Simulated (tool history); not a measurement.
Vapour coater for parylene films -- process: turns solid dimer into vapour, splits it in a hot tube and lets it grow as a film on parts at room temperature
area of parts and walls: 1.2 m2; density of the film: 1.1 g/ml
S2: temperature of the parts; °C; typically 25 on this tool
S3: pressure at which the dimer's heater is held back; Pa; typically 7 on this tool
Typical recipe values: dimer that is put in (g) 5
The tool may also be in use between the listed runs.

{"run": 1, "hour": 0.0, "dimer that is put in (g)": 5, "S2": 25, "S3": 7, "thickness of the film (µm)": 2.05}
{"hour": 5.8, "done": "trap's valve overhauled"}
{"run": 2, "hour": 23.3, "dimer that is put in (g)": 5, "S2": 25, "S3": 7, "thickness of the film (µm)": 2.23}
{"run": 3, "hour": 40.0, "dimer that is put in (g)": 5, "S2": 18, "S3": 7, "thickness of the film (µm)": 2.41}
{"run": 4, "hour": 56.1, "dimer that is put in (g)": 5, "S2": 18, "S3": 9.48, "thickness of the film (µm)": 2.39}
{"run": 5, "hour": 70.5, "dimer that is put in (g)": 5, "S2": 25, "S3": 5.11, "thickness of the film (µm)": 2.23}
{"run": 6, "hour": 80.2, "dimer that is put in (g)": 5, "S2": 25, "S3": 5.11, "thickness of the film (µm)": 2.28}
{"run": 7, "hour": 92.2, "dimer that is put in (g)": 5, "S2": 25, "S3": 5.11, "thickness of the film (µm)": 2.24}
{"run": 8, "hour": 105.4, "dimer that is put in (g)": 5, "S2": 25, "S3": 9.71, "thickness of the film (µm)": 2.09}
{"run": 9, "hour": 116.1, "dimer that is put in (g)": 3, "S2": 18, "S3": 9.23, "thickness of the film (µm)": 1.46}
{"run": 10, "hour": 126.8, "dimer that is put in (g)": 3, "S2": 18, "S3": 9.23, "thickness of the film (µm)": 1.38}
{"run": 11, "hour": 135.7, "dimer that is put in (g)": 3, "S2": 18, "S3": 9.23, "thickness of the film (µm)": 1.37}
{"run": 12, "hour": 145.8, "dimer that is put in (g)": 5, "S2": 23, "S3": 9.62, "thickness of the film (µm)": 2.2}
{"run": 13, "hour": 164.2, "dimer that is put in (g)": 2, "S2": 18, "S3": 8.18, "thickness of the film (µm)": 0.94}
{"run": 14, "hour": 182.7, "dimer that is put in (g)": 4, "S2": 18, "S3": 10.08, "thickness of the film (µm)": 1.87}

5 options for the next run, each taken on its own from the tool as it stands now. Forecast them:
{"run": "A", "hour": 190.9, "dimer that is put in (g)": 3, "S2": 25, "S3": 5.11, "thickness of the film (µm)": "?"}
{"run": "B", "hour": 190.9, "dimer that is put in (g)": 6, "S2": 19, "S3": 11.29, "thickness of the film (µm)": "?"}
{"run": "C", "hour": 190.9, "dimer that is put in (g)": 5, "S2": 25, "S3": 10.25, "thickness of the film (µm)": "?"}
{"run": "D", "hour": 190.9, "dimer that is put in (g)": 2, "S2": 18, "S3": 2.13, "thickness of the film (µm)": "?"}
{"run": "E", "hour": 190.9, "dimer that is put in (g)": 8, "S2": 28, "S3": 7, "thickness of the film (µm)": "?"}

run=A thickness_of_the_film_(µm)=1.32
run=B thickness_of_the_film_(µm)=2.66
run=C thickness_of_the_film_(µm)=2.06
run=D thickness_of_the_film_(µm)=1.06
run=E thickness_of_the_film_(µm)=3.32
Without the tool's hidden state the same runs would have given:
run=A thickness_of_the_film_(µm)=1.37
run=B thickness_of_the_film_(µm)=2.76
run=C thickness_of_the_film_(µm)=2.14
run=D thickness_of_the_film_(µm)=1.1
run=E thickness_of_the_film_(µm)=3.45
